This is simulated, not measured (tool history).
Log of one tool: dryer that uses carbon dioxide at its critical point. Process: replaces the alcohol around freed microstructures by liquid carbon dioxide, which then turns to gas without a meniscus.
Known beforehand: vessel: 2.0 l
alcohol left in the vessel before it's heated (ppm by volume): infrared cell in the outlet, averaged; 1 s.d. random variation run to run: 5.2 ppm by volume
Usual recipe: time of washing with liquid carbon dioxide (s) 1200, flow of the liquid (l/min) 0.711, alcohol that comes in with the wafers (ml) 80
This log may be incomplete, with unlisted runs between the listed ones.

run	hour	time of washing with liquid carbon dioxide (s)	flow of the liquid (l/min)	alcohol that comes in with the wafers (ml)	alcohol left in the vessel before it's heated (ppm by volume)
1	0	1200	0.711	80	259
2	27.5	1200	0.711	80	289
3	53.8	1200	0.711	80	293
4	94.4	1200	0.528	80	658
5	138.9	1200	0.528	80	685
6	168.3	1200	0.528	80	740
# hour 179: inlet filter changed
7	218.2	1200	0.711	80	295
8	244.1	1200	0.711	57	282
9	277.9	1200	0.711	57	293
10	303.9	1200	0.711	57	298
11	335.1	1200	0.711	80	351
12	358.4	1200	0.524	80	782
# hour 377.1: inlet filter changed
13	399.4	1200	0.524	80	651
14	422.3	1200	0.711	80	337
15	453	1200	0.711	80	342
16	495.7	1200	0.711	80	361
17	526.6	1200	0.711	80	365
18	556.6	1200	0.711	80	377
# hour 573.4: inlet filter changed
19	586.9	1200	0.711	80	351
20	611.1	1200	0.711	80	367
21	653.1	1200	0.711	80	372
22	696.7	840	0.711	80	959
# hour 705.7: purifier's bed changed
23	724.2	1320	0.711	80	91
24	755.2	1440	0.711	23	32
# hour 771.8: inlet filter changed
25	796.3	1440	0.711	23	27
26	831.2	1440	0.711	23	25
27	880.1	1320	1.098	55	32
28	901	1320	1.098	55	33
29	925.7	1320	1.098	55	39
# hour 968.6: inlet filter changed
30	969.6	1320	1.098	55	45
31	1011.2	1320	1.098	55	50
32	1038.9	1200	0.711	82	170
33	1077.4	1200	0.711	82	178
34	1118.9	1080	0.948	35	89
35	1162.3	1380	0.697	92	147
# hour 1166.9: inlet filter changed
36	1188.5	1380	0.697	92	123
37	1212.3	1380	0.697	92	125
38	1255.6	1380	0.697	92	138
39	1275.4	720	0.865	106	837
40	1298.7	780	0.673	106	1541
41	1346.1	1020	0.467	28	598
# hour 1362.5: inlet filter changed
42	1383.5	960	0.463	22	546
43	1413.3	1320	1.18	52	111
44	1438.1	1320	1.18	52	118
45	1469.3	840	1.18	21	128

For each run, the measured value with the value that run would have given without the tool's hidden condition subtracted. The run-to-run variation is shared by both, the gauge scatter possibly not:
The hidden state here: flow that reaches the vessel past the clogged filter, %; alcohol in the recycled carbon dioxide, ppm; drift of the gauge itself on alcohol_ppm, %.
run	alcohol left in the vessel before it's heated (ppm by volume)
1	+167
2	+184
3	+189
4	+252
5	+285
6	+320
7	+205
8	+212
9	+223
10	+228
11	+256
12	+352
13	+237
14	+239
15	+250
16	+262
17	+278
18	+284
19	+260
20	+268
21	+282
22	+394
23	+26
24	+13
25	+15
26	+21
27	+27
28	+30
29	+34
30	+40
31	+46
32	+66
33	+79
34	+69
35	+96
36	+72
37	+80
38	+91
39	+195
40	+310
41	+184
42	+111
43	+104
44	+109
45	+116
